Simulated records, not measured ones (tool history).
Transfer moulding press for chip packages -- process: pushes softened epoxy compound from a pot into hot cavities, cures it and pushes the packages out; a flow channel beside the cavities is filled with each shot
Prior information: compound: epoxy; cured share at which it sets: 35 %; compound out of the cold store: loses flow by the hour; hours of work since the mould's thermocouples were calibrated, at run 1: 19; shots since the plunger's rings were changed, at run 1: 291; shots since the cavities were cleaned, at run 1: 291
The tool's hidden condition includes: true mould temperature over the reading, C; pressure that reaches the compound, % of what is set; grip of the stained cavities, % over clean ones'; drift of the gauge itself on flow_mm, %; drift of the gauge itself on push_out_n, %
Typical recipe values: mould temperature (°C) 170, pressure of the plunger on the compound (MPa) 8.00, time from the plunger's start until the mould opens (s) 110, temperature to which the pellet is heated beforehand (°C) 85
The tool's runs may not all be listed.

| run | hour | mould temperature (°C) | pressure of the plunger on the compound (MPa) | time from the plunger's start until the mould opens (s) | temperature to which the pellet is heated beforehand (°C) | hours of work since the mould's thermocouples were calibrated | shots since the plunger's rings were changed | shots since the cavities were cleaned | incoming compound's hours out of the cold store | length that the compound runs in the flow channel (mm) | greatest force on the pins that push the packages out (N) |
|---|---|---|---|---|---|---|---|---|---|---|---|
| 1 | 0.0 | 170 | 8.00 | 110 | 85 | 19 | 291 | 291 | 18.2 | 952 | 231 |
| 2 | 18.5 | 170 | 8.00 | 110 | 85 | 29 | 458 | 458 | 39.0 | 857 | 247 |
| 3 | 46.2 | 170 | 8.00 | 110 | 85 | 45 | 706 | 706 | 9.8 | 996 | 278 |
| 4 | 61.3 | 170 | 8.00 | 110 | 85 | 54 | 842 | 842 | 47.7 | 795 | 274 |
| 5 | 91.1 | 170 | 8.00 | 110 | 85 | 71 | 1110 | 1110 | 33.2 | 865 | 285 |
|  | 94.0 | cavities cleaned with cleaning compound and waxed |
| 6 | 108.6 | 170 | 8.00 | 110 | 85 | 80 | 1253 | 131 | 11.0 | 973 | 229 |
| 7 | 125.9 | 170 | 8.00 | 110 | 85 | 90 | 1408 | 286 | 36.2 | 837 | 235 |
| 8 | 146.2 | 170 | 8.00 | 110 | 85 | 101 | 1590 | 468 | 8.8 | 979 | 261 |
| 9 | 173.9 | 170 | 8.00 | 110 | 89 | 117 | 1840 | 718 | 24.0 | 888 | 263 |
| 10 | 194.5 | 170 | 7.04 | 110 | 85 | 129 | 2025 | 903 | 20.4 | 845 | 281 |
| 11 | 209.6 | 170 | 8.00 | 110 | 87 | 137 | 2160 | 1038 | 11.2 | 951 | 284 |
|  | 220.7 | cavities cleaned with cleaning compound and waxed |
| 12 | 240.4 | 170 | 8.00 | 106 | 85 | 154 | 2423 | 177 | 47.6 | 773 | 229 |
|  | 259.6 | plunger's sealing rings changed |
| 13 | 262.0 | 170 | 8.00 | 106 | 85 | 165 | 21 | 348 | 10.3 | 997 | 258 |
| 14 | 290.8 | 170 | 8.00 | 110 | 85 | 182 | 280 | 607 | 22.8 | 925 | 273 |
| 15 | 306.2 | 168 | 8.00 | 110 | 85 | 190 | 418 | 745 | 25.8 | 908 | 286 |
| 16 | 326.6 | 170 | 8.12 | 104 | 91 | 202 | 602 | 929 | 21.6 | 925 | 290 |
|  | 349.1 | cavities cleaned with cleaning compound and waxed |
| 17 | 357.9 | 170 | 8.12 | 104 | 91 | 219 | 870 | 80 | 34.0 | 867 | 231 |
| 18 | 382.1 | 164 | 8.00 | 110 | 92 | 233 | 1087 | 297 | 14.0 | 989 | 303 |
| 19 | 394.8 | 164 | 8.00 | 110 | 92 | 240 | 1200 | 410 | 10.9 | 1000 | 327 |

The next listed run, before its measurement:
| 20 | 421.6 | 164 | 8.02 | 110 | 92 | 256 | 1441 | 651 | 31.4 | ? | ? |

{"run 20": {"length that the compound runs in the flow channel (mm)": 894, "greatest force on the pins that push the packages out (N)": 314}}
If the tool had no hidden condition, the same run with the same run-to-run variation would have returned length that the compound runs in the flow channel (mm) 923, greatest force on the pins that push the packages out (N) 242.
